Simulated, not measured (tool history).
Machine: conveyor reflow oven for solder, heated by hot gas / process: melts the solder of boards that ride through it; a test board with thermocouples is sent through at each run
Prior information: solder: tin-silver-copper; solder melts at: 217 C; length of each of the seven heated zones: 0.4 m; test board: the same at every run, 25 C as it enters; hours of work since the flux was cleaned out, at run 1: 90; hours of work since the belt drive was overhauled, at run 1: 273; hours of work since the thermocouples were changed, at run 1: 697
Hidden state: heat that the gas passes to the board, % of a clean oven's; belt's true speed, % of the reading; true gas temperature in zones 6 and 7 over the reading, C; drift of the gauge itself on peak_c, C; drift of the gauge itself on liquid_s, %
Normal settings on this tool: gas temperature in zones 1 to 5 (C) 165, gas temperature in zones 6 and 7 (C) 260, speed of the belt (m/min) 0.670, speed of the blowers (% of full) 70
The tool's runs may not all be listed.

run	hour	gas temperature in zones 1 to 5 (C)	gas temperature in zones 6 and 7 (C)	speed of the belt (m/min)	speed of the blowers (% of full)	hours of work since the flux was cleaned out	hours of work since the belt drive was overhauled	hours of work since the thermocouples were changed	highest temperature of the board (C)	time above the solder's melting point (s)
1	0.0	165	260	0.670	70	90	273	697	239.6	39.4
2	18.1	165	260	0.670	70	97	281	704	238.9	39.6
3	45.4	165	260	0.679	70	109	293	716	238.6	38.3
4	69.8	165	260	0.670	70	120	303	727	238.7	39.9
5	89.1	165	260	0.670	70	128	312	735	239.3	39.7
6	116.4	165	260	0.670	70	140	323	747	240.0	39.2
7	130.2	165	260	0.670	70	146	329	753	239.5	40.1
8	142.9	165	269	0.670	70	151	335	758	247.0	46.2
9	158.6	165	269	0.670	70	158	342	765	247.1	45.7
# hour 164.8: belt drive overhauled, speed set with a stopwatch
10	183.6	165	260	0.670	70	167	8	774	239.4	39.1
11	208.9	169	253	0.664	70	178	19	785	234.0	35.4
12	228.8	169	253	0.664	70	186	28	793	234.3	36.2
# hour 256.7: belt drive overhauled, speed set with a stopwatch, once more
13	256.7	153	255	0.670	70	196	0	804	232.2	27.8
14	271.8	153	255	0.670	70	203	7	810	232.1	27.1
15	299.2	153	255	0.670	70	215	18	822	232.2	26.9
16	312.5	153	255	0.670	70	220	24	828	231.8	26.5
17	324.1	162	266	0.541	68	225	29	833	249.1	60.5
18	340.7	176	250	0.541	55	233	36	840	233.5	45.8
19	364.7	176	250	0.541	55	243	46	850	233.4	45.4

5 ways to go on from here, each from the tool as it stands after run 19. What would each give?
A	378.4	165	261	0.670	59	249	52	856	?	?
B	378.4	176	266	0.541	55	249	52	856	?	?
C	378.4	180	250	0.541	55	249	52	856	?	?
D	378.4	160	250	0.541	90	249	52	856	?	?
E	378.4	176	263	0.669	61	249	52	856	?	?

run	highest temperature of the board (C)	time above the solder's melting point (s)
A	234.7	31.2
B	247.3	62.5
C	234.9	49.0
D	239.4	53.0
E	239.5	41.7
With no hidden state in the tool, these same runs would have given:
run	highest temperature of the board (C)	time above the solder's melting point (s)
A	237.5	34.7
B	249.9	65.1
C	237.2	52.8
D	242.1	56.7
E	242.2	44.7
